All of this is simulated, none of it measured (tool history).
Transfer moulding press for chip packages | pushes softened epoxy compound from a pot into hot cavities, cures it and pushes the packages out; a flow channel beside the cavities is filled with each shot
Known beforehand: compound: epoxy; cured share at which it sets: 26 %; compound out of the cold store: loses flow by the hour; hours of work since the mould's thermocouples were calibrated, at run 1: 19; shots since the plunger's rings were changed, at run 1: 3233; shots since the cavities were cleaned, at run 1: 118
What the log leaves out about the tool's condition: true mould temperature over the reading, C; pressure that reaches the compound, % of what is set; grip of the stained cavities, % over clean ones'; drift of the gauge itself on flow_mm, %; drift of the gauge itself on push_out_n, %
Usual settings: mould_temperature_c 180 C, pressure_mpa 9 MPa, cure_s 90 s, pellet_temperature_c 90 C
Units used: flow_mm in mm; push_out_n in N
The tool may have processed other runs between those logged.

run,hour,mould_temperature_c,pressure_mpa,cure_s,pellet_temperature_c,hours of work since the mould's thermocouples were calibrated,shots since the plunger's rings were changed,shots since the cavities were cleaned,incoming compound's hours out of the cold store,flow_mm,push_out_n
1,0,180,9,90,90,19,3233,118,45.7,672,480
2,10.1,180,9,90,90,26,3365,250,23.5,733,546
# hour 17.4: plunger's sealing rings changed
3,32.5,180,9,90,90,39,196,509,19.6,787,608
4,50.7,180,9,90,90,52,434,747,33.9,739,615
# hour 54.6: mould's thermocouples calibrated
5,62.2,180,9,90,90,5,557,870,11.9,811,689
6,72.6,180,9,90,90,12,693,1006,46,699,636
# hour 81.3: cavities cleaned with cleaning compound and waxed
7,95.5,180,9,90,90,27,972,184,30.5,744,498
# hour 105.5: mould's thermocouples calibrated, once more
8,112,182,9.07,97,88,4,1162,374,41.1,705,492
9,123.8,182,9.07,97,88,12,1315,527,27.7,747,507
10,141.2,183,8.69,90,90,24,1542,754,13.7,768,591
11,159.4,183,8.69,90,90,36,1780,992,26.4,723,598
# hour 169.4: cavities cleaned with cleaning compound and waxed
12,180.4,172,9,122,90,50,2034,143,22.3,777,485
13,195.6,172,9,122,90,60,2232,341,43,707,535
14,213.8,172,9,122,90,72,2470,579,9.5,811,584

Alternative continuations, all from the tool just after run 14; predict every row:
A,227.8,172,9,102,90,82,2653,762,45.3,?,?
B,227.8,183,7.11,122,84,82,2653,762,11.2,?,?
C,227.8,182,9.6,122,90,82,2653,762,14.5,?,?

run,flow_mm,push_out_n
A,696,725
B,692,534
C,787,538
With no hidden state in the tool, these same runs would have given:
run,flow_mm,push_out_n
A,733,491
B,728,353
C,828,353
